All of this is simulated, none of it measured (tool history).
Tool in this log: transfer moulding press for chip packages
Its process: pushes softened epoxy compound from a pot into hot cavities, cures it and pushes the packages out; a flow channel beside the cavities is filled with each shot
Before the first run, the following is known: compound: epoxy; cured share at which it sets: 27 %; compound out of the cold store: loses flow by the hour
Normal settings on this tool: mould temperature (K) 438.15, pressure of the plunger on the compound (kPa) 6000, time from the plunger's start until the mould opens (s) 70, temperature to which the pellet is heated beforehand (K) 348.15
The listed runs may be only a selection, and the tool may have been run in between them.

| run | hour | mould temperature (K) | pressure of the plunger on the compound (kPa) | time from the plunger's start until the mould opens (s) | temperature to which the pellet is heated beforehand (K) | incoming compound's hours out of the cold store | length that the compound runs in the flow channel (mm) | greatest force on the pins that push the packages out (N) |
|---|---|---|---|---|---|---|---|---|
| 1 | 0.0 | 438.15 | 6000 | 70 | 348.15 | 9.1 | 636 | 238 |
| 2 | 36.8 | 438.15 | 6000 | 70 | 348.15 | 34.9 | 551 | 223 |
|  | 79.6 | cavities cleaned with cleaning compound and waxed |
| 3 | 79.6 | 438.15 | 6000 | 70 | 348.15 | 15.4 | 613 | 235 |
|  | 96.3 | mould's thermocouples calibrated |
| 4 | 123.0 | 438.15 | 6000 | 70 | 348.15 | 32.6 | 550 | 226 |
|  | 160.2 | cavities cleaned with cleaning compound and waxed |
| 5 | 174.1 | 438.15 | 7120 | 70 | 348.15 | 42.7 | 571 | 225 |
| 6 | 229.2 | 438.15 | 7120 | 70 | 348.15 | 8.1 | 690 | 245 |
|  | 242.6 | cavities cleaned with cleaning compound and waxed |
| 7 | 297.6 | 438.15 | 7120 | 70 | 348.15 | 32.1 | 611 | 229 |
|  | 323.7 | plunger's sealing rings changed |
|  | 325.2 | cavities cleaned with cleaning compound and waxed |
| 8 | 340.3 | 438.15 | 6000 | 70 | 357.15 | 14.0 | 609 | 218 |
| 9 | 392.4 | 438.15 | 6000 | 70 | 348.15 | 30.5 | 554 | 227 |
|  | 406.2 | cavities cleaned with cleaning compound and waxed |
| 10 | 470.3 | 438.15 | 6000 | 70 | 348.15 | 20.7 | 602 | 236 |
|  | 483.1 | cavities cleaned with cleaning compound and waxed |
| 11 | 553.2 | 438.15 | 6000 | 70 | 348.15 | 16.3 | 617 | 250 |
|  | 562.0 | cavities cleaned with cleaning compound and waxed |
|  | 642.2 | cavities cleaned with cleaning compound and waxed |
| 12 | 644.1 | 438.15 | 6000 | 70 | 348.15 | 22.7 | 587 | 242 |
| 13 | 683.2 | 438.15 | 6000 | 81 | 348.15 | 30.8 | 561 | 197 |
|  | 720.0 | cavities cleaned with cleaning compound and waxed |
| 14 | 761.7 | 438.15 | 6620 | 53 | 357.15 | 26.5 | 596 | 410 |
|  | 767.8 | plunger's sealing rings changed |
|  | 802.6 | cavities cleaned with cleaning compound and waxed |
| 15 | 848.6 | 438.15 | 6050 | 53 | 357.15 | 35.9 | 551 | 385 |
|  | 880.6 | cavities cleaned with cleaning compound and waxed |
| 16 | 896.5 | 438.15 | 6050 | 53 | 357.15 | 14.6 | 609 | 414 |
|  | 959.1 | cavities cleaned with cleaning compound and waxed |
| 17 | 983.9 | 438.15 | 5870 | 53 | 345.15 | 46.3 | 507 | 387 |
|  | 1039.2 | cavities cleaned with cleaning compound and waxed |
| 18 | 1052.5 | 438.15 | 5870 | 53 | 345.15 | 42.7 | 514 | 392 |
|  | 1062.1 | mould's thermocouples calibrated |
|  | 1123.3 | cavities cleaned with cleaning compound and waxed |
| 19 | 1126.9 | 438.15 | 5870 | 53 | 345.15 | 35.6 | 544 | 402 |
|  | 1202.0 | cavities cleaned with cleaning compound and waxed |
| 20 | 1203.4 | 438.15 | 5870 | 53 | 353.15 | 42.3 | 514 | 375 |
|  | 1212.6 | plunger's sealing rings changed |
| 21 | 1242.1 | 438.15 | 5870 | 53 | 353.15 | 8.5 | 638 | 448 |
|  | 1285.6 | cavities cleaned with cleaning compound and waxed |
| 22 | 1314.5 | 438.15 | 5870 | 62 | 353.15 | 21.2 | 599 | 290 |
|  | 1370.2 | cavities cleaned with cleaning compound and waxed |
| 23 | 1398.2 | 432.15 | 5870 | 62 | 345.15 | 47.0 | 516 | 430 |
|  | 1451.6 | cavities cleaned with cleaning compound and waxed |
| 24 | 1479.2 | 438.15 | 7260 | 70 | 348.15 | 15.8 | 676 | 237 |
|  | 1531.9 | cavities cleaned with cleaning compound and waxed |
| 25 | 1531.9 | 443.15 | 7140 | 70 | 354.15 | 20.0 | 644 | 201 |
| 26 | 1601.1 | 431.15 | 7140 | 70 | 356.15 | 12.0 | 704 | 407 |

Here are 3 independent what-if runs from the current tool condition. What would each one return?
|  | 1612.8 | cavities cleaned with cleaning compound and waxed |
| A | 1638.4 | 444.15 | 6510 | 70 | 348.15 | 34.8 | ? | ? |
|  | 1612.8 | cavities cleaned with cleaning compound and waxed |
| B | 1638.4 | 444.15 | 6490 | 70 | 352.15 | 25.1 | ? | ? |
|  | 1612.8 | cavities cleaned with cleaning compound and waxed |
| C | 1638.4 | 436.15 | 6350 | 70 | 342.15 | 47.9 | ? | ? |

| run | length that the compound runs in the flow channel (mm) | greatest force on the pins that push the packages out (N) |
|---|---|---|
| A | 569 | 197 |
| B | 589 | 203 |
| C | 533 | 252 |
Stripped of hidden state, with their random variation kept, the same runs would have yielded:
| run | length that the compound runs in the flow channel (mm) | greatest force on the pins that push the packages out (N) |
|---|---|---|
| A | 570 | 195 |
| B | 590 | 201 |
| C | 534 | 250 |
